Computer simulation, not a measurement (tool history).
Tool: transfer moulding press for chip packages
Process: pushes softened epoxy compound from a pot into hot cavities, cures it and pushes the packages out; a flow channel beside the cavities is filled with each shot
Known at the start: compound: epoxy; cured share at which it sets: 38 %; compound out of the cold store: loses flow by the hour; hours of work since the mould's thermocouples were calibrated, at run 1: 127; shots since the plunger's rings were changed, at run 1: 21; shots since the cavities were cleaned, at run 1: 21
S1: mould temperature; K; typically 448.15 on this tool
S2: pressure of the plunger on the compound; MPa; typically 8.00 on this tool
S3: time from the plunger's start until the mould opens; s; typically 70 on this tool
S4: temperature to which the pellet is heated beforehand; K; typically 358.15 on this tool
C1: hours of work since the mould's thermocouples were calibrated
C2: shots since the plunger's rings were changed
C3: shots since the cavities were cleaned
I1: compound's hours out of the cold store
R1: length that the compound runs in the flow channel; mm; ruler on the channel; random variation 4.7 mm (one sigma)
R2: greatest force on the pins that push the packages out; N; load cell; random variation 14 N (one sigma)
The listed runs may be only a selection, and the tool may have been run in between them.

run	day	S1	S2	S3	S4	C1	C2	C3	I1	R1	R2
1	0.000	448.15	8.00	70	358.15	127	21	21	26.7	615	653
2	1.038	448.15	8.00	70	358.15	142	390	390	14.0	639	895
# day 1.700: cavities cleaned with cleaning compound and waxed
3	1.900	448.15	8.00	70	358.15	154	675	72	44.0	571	685
4	3.329	448.15	9.54	70	358.15	175	1184	581	40.7	630	923
# day 3.488: cavities cleaned with cleaning compound and waxed
5	4.467	448.15	8.00	70	358.15	190	1565	348	38.4	586	832
# day 5.296: cavities cleaned with cleaning compound and waxed
6	6.129	448.15	8.00	51	358.15	213	2135	296	13.2	632	1898
7	6.896	448.15	8.00	51	358.15	224	2408	569	45.3	558	2001
# day 7.121: cavities cleaned with cleaning compound and waxed
8	8.542	448.15	8.00	70	358.15	247	2971	505	23.6	596	932
# day 8.871: cavities cleaned with cleaning compound and waxed
9	10.075	448.15	8.00	70	358.15	268	3494	428	33.9	575	865
# day 10.617: cavities cleaned with cleaning compound and waxed
10	10.846	448.15	8.00	70	358.15	279	3747	82	22.7	591	723
11	11.942	448.15	8.00	70	358.15	294	4137	472	32.2	577	899
# day 12.375: cavities cleaned with cleaning compound and waxed
12	12.933	448.15	8.00	70	358.15	308	4468	199	36.3	556	765
13	13.642	448.15	8.00	70	358.15	318	4720	451	44.7	548	834
# day 14.133: cavities cleaned with cleaning compound and waxed
14	14.762	448.15	8.00	70	358.15	333	5096	225	19.3	591	795
# day 15.967: cavities cleaned with cleaning compound and waxed
15	16.558	448.15	7.16	70	356.15	358	5712	211	32.7	518	743
# day 17.812: plunger's sealing rings changed
# day 17.875: cavities cleaned with cleaning compound and waxed
16	18.421	445.15	9.88	70	359.15	383	195	195	25.1	695	961
# day 19.633: cavities cleaned with cleaning compound and waxed
17	19.633	445.15	9.88	91	359.15	399	604	0	22.1	687	456
18	21.062	451.15	7.10	70	358.15	420	1112	508	24.8	568	715
# day 21.492: cavities cleaned with cleaning compound and waxed
19	21.871	452.15	7.49	70	349.15	431	1377	135	40.6	553	550
# day 22.554: mould's thermocouples calibrated
20	23.229	447.15	7.12	82	365.15	10	1831	589	8.1	604	746
# day 23.438: cavities cleaned with cleaning compound and waxed
21	25.038	453.15	8.00	70	358.15	35	2453	569	15.5	616	720
# day 25.217: cavities cleaned with cleaning compound and waxed
22	26.517	448.15	8.17	70	358.15	55	2957	463	14.8	628	1007
# day 27.062: cavities cleaned with cleaning compound and waxed
23	27.408	448.15	8.17	70	358.15	67	3252	123	39.3	580	739
24	28.638	448.15	8.17	70	358.15	85	3688	559	37.6	572	944
# day 28.854: cavities cleaned with cleaning compound and waxed
25	30.062	442.15	7.51	70	359.15	105	4174	431	30.7	571	1504
# day 30.671: cavities cleaned with cleaning compound and waxed
26	30.862	450.15	8.47	72	349.15	115	4436	68	15.8	619	640

Below are 5 alternative next runs, each starting from the tool's condition after run 26. Predict each:
A	31.708	448.15	7.07	56	348.15	128	4737	369	27.6	?	?
B	31.708	450.15	8.47	52	352.15	128	4737	369	25.9	?	?
C	31.708	449.15	8.47	80	349.15	128	4737	369	11.8	?	?
D	31.708	454.15	8.47	100	349.15	128	4737	369	23.1	?	?
E	31.708	445.15	8.47	79	349.15	128	4737	369	30.7	?	?

run	R1	R2
A	550	1602
B	598	1730
C	631	652
D	600	482
E	601	826
With no hidden state in the tool, these same runs would have given:
run	R1	R2
A	585	1219
B	637	1319
C	672	495
D	639	371
E	640	626
